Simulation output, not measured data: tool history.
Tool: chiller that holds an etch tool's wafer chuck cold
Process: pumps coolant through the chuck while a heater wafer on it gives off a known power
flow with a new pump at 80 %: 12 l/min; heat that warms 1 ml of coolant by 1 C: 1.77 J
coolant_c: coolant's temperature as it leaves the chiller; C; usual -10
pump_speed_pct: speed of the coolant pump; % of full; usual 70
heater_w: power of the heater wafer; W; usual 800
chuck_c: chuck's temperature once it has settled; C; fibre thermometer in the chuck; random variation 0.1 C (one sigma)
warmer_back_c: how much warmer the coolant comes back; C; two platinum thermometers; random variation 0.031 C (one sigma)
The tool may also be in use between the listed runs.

Run 1, hour 0.0: usual settings. Result: chuck_c -2.8 C, warmer_back_c 2.58 C.
Run 2, hour 79.3: usual settings. Result: chuck_c -2.9 C, warmer_back_c 2.59 C.
Run 3, hour 203.1: usual settings but pump_speed_pct 80 % of full. Result: chuck_c -3.3 C, warmer_back_c 2.30 C.
Run 4, hour 283.7: usual settings but pump_speed_pct 80 % of full. Result: chuck_c -3.5 C, warmer_back_c 2.26 C.
Run 5, hour 392.1: usual settings but pump_speed_pct 80 % of full. Result: chuck_c -3.5 C, warmer_back_c 2.24 C.
Run 6, hour 509.6: usual settings but pump_speed_pct 80 % of full. Result: chuck_c -3.5 C, warmer_back_c 2.23 C.
Run 7, hour 675.9: usual settings. Result: chuck_c -2.8 C, warmer_back_c 2.61 C.
Run 8, hour 796.7: usual settings but pump_speed_pct 82 % of full. Result: chuck_c -3.4 C, warmer_back_c 2.23 C.
At hour 810.8: coolant pump overhauled.
Run 9, hour 937.0: usual settings but coolant_c -9 C. Result: chuck_c -1.4 C, warmer_back_c 2.67 C.
Run 10, hour 1030.9: usual settings but coolant_c -2 C, pump_speed_pct 87 % of full, heater_w 559 W. Result: chuck_c 2.8 C, warmer_back_c 1.49 C.
Run 11, hour 1108.7: usual settings but coolant_c -15 C, pump_speed_pct 87 % of full, heater_w 514 W. Result: chuck_c -10.6 C, warmer_back_c 1.41 C.
Run 12, hour 1205.6: usual settings but coolant_c -4 C, pump_speed_pct 63 % of full, heater_w 556 W. Result: chuck_c 1.7 C, warmer_back_c 2.03 C.
At hour 1287.3: coolant changed, channels flushed.
Run 13, hour 1287.3: usual settings but coolant_c -5 C, heater_w 1000 W. Result: chuck_c 3.5 C, warmer_back_c 3.34 C.
Run 14, hour 1403.9: usual settings but coolant_c -5 C, heater_w 1000 W. Result: chuck_c 3.5 C, warmer_back_c 3.37 C.
Run 15, hour 1517.0: usual settings but coolant_c -7 C, pump_speed_pct 84 % of full, heater_w 568 W. Result: chuck_c -2.6 C, warmer_back_c 1.60 C.
Run 16, hour 1687.0: usual settings but coolant_c -5 C, pump_speed_pct 85 % of full, heater_w 1199 W. Result: chuck_c 4.0 C, warmer_back_c 3.31 C.
At hour 1748.5: coolant pump overhauled, once more.
Run 17, hour 1835.9: usual settings but coolant_c -19 C, pump_speed_pct 93 % of full, heater_w 426 W. Result: chuck_c -15.8 C, warmer_back_c 1.09 C.

3 ways to go on from here, each from the tool as it stands after run 17. What would each give?
Run A, hour 1925.1: usual settings but coolant_c 0 C, pump_speed_pct 93 % of full, heater_w 426 W. Result: chuck_c ?, warmer_back_c ?.
Run B, hour 1925.1: usual settings but heater_w 762 W. Result: chuck_c ?, warmer_back_c ?.
Run C, hour 1925.1: usual settings but coolant_c -18 C, pump_speed_pct 66 % of full, heater_w 560 W. Result: chuck_c ?, warmer_back_c ?.

run  chuck_c  warmer_back_c
  A      3.2           1.05
  B     -3.7           2.49
  C    -12.8           1.89
Without the tool's hidden state the same runs would have given:
run  chuck_c  warmer_back_c
  A      2.7           1.04
  B     -4.2           2.48
  C    -13.3           1.88

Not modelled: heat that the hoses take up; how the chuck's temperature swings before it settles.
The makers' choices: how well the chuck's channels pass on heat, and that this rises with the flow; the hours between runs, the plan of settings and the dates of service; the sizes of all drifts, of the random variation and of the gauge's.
